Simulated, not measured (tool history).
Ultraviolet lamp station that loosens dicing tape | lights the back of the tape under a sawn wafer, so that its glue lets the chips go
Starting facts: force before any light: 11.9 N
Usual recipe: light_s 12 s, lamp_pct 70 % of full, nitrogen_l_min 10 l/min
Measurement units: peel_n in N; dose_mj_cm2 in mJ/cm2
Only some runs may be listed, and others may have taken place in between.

| run | hour | light_s | lamp_pct | nitrogen_l_min | peel_n | dose_mj_cm2 |
|---|---|---|---|---|---|---|
| 1 | 0 | 12 | 70 | 10 | 1.723 | 399 |
| 2 | 55 | 12 | 70 | 11 | 1.682 | 398 |
| 3 | 99.5 | 12 | 70 | 10 | 1.687 | 401 |
| 4 | 134.1 | 12 | 84 | 10 | 1.201 | 478 |
| 5 | 174.7 | 13 | 70 | 10 | 1.445 | 434 |
|  | 192.5 | window cleaned of glue's vapour |
|  | 213.2 | lamp changed |
| 6 | 239.2 | 13 | 70 | 10 | 1.472 | 433 |
| 7 | 284.5 | 13 | 70 | 10 | 1.483 | 433 |
| 8 | 313.4 | 13 | 70 | 10 | 1.472 | 433 |
| 9 | 360.5 | 12 | 70 | 10 | 1.752 | 407 |
| 10 | 422.4 | 12 | 70 | 10 | 1.693 | 400 |
| 11 | 484.4 | 12 | 70 | 10 | 1.783 | 402 |
| 12 | 534.6 | 12 | 70 | 10 | 1.739 | 405 |
| 13 | 590.4 | 12 | 70 | 10 | 1.777 | 400 |
| 14 | 652.5 | 12 | 70 | 10 | 1.738 | 403 |
| 15 | 715.7 | 12 | 70 | 10 | 1.698 | 405 |
| 16 | 759.8 | 7 | 70 | 10 | 3.799 | 236 |
| 17 | 822.4 | 7 | 70 | 10 | 3.78 | 233 |
| 18 | 870.7 | 7 | 70 | 10 | 3.785 | 231 |
| 19 | 933.7 | 7 | 70 | 10 | 3.847 | 231 |
| 20 | 990 | 12 | 70 | 19 | 1.167 | 404 |
| 21 | 1021.2 | 12 | 70 | 19 | 1.21 | 404 |
| 22 | 1071 | 7 | 70 | 17 | 3.061 | 235 |
| 23 | 1099.2 | 14 | 79 | 10 | 0.985 | 529 |
|  | 1132.9 | window cleaned of glue's vapour |
| 24 | 1150.7 | 8 | 70 | 3 | 5.061 | 269 |
|  | 1173 | lamp changed |
| 25 | 1180.9 | 8 | 70 | 3 | 4.939 | 271 |
| 26 | 1213 | 18 | 61 | 15 | 0.762 | 526 |
| 27 | 1258.2 | 13 | 67 | 4 | 2.802 | 415 |
| 28 | 1288.6 | 13 | 67 | 4 | 2.749 | 420 |
| 29 | 1326.3 | 21 | 73 | 11 | 0.39 | 733 |
| 30 | 1389.2 | 7 | 70 | 4 | 5.219 | 234 |
| 31 | 1438.2 | 7 | 70 | 11 | 3.625 | 232 |
| 32 | 1466.3 | 12 | 89 | 14 | 0.811 | 516 |
| 33 | 1508.3 | 10 | 90 | 12 | 1.335 | 430 |
| 34 | 1566.3 | 24 | 61 | 7 | 0.664 | 695 |
| 35 | 1627.6 | 24 | 70 | 18 | 0.207 | 805 |
| 36 | 1674.5 | 24 | 70 | 18 | 0.217 | 801 |
| 37 | 1733.2 | 10 | 64 | 10 | 2.737 | 304 |
| 38 | 1765.7 | 9 | 97 | 10 | 1.631 | 421 |
| 39 | 1812 | 9 | 97 | 10 | 1.602 | 415 |
| 40 | 1840.3 | 7 | 70 | 10 | 3.666 | 235 |
| 41 | 1882.1 | 18 | 70 | 5 | 1.265 | 605 |
| 42 | 1912.4 | 18 | 70 | 5 | 1.289 | 604 |

Here are 5 independent what-if runs from the current tool condition. What would each one return?
| A | 1951.6 | 11 | 83 | 6 | ? | ? |
| B | 1951.6 | 12 | 71 | 10 | ? | ? |
| C | 1951.6 | 8 | 70 | 5 | ? | ? |
| D | 1951.6 | 11 | 63 | 5 | ? | ? |
| E | 1951.6 | 6 | 72 | 9 | ? | ? |

| run | peel_n | dose_mj_cm2 |
|---|---|---|
| A | 2.08 | 434 |
| B | 1.657 | 400 |
| C | 4.246 | 268 |
| D | 3.324 | 334 |
| E | 4.592 | 204 |
Without the tool's unlogged condition, the same runs would have read:
| run | peel_n | dose_mj_cm2 |
|---|---|---|
| A | 2.075 | 435 |
| B | 1.653 | 401 |
| C | 4.24 | 268 |
| D | 3.318 | 335 |
| E | 4.587 | 204 |

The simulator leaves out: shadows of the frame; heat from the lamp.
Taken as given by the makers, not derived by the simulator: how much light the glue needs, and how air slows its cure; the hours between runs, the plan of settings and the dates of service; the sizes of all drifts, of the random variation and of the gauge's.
